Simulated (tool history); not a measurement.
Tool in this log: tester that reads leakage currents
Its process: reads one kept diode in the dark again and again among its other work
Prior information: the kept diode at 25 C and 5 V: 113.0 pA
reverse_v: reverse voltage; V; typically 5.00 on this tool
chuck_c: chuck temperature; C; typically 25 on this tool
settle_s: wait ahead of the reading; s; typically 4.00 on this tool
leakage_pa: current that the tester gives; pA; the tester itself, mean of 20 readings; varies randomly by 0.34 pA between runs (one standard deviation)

run,hour,reverse_v,chuck_c,settle_s,leakage_pa
1,0.0,5.00,25,4.00,112.68
2,56.8,5.00,25,4.00,112.99
3,85.8,5.00,25,4.00,114.12
4,116.7,5.00,25,4.00,113.42
5,177.9,5.00,25,0.34,118.30
6,206.1,5.00,25,0.34,119.12
7,238.6,5.00,25,0.34,118.41
8,308.2,14.13,25,0.34,175.60
9,375.8,1.44,21,1.16,51.03
10,424.6,1.44,21,1.16,50.95
11,486.9,5.40,25,1.69,118.32
12,531.3,5.40,25,1.69,117.06

Here are 3 independent what-if runs from the current tool condition. What would each one return?
A,599.6,1.51,25,2.20,?
B,599.6,5.40,36,0.53,?
C,599.6,11.73,25,4.00,?

run,leakage_pa
A,76.02
B,324.84
C,152.35
With no hidden state in the tool, these same runs would have given:
run,leakage_pa
A,76.05
B,324.95
C,152.25

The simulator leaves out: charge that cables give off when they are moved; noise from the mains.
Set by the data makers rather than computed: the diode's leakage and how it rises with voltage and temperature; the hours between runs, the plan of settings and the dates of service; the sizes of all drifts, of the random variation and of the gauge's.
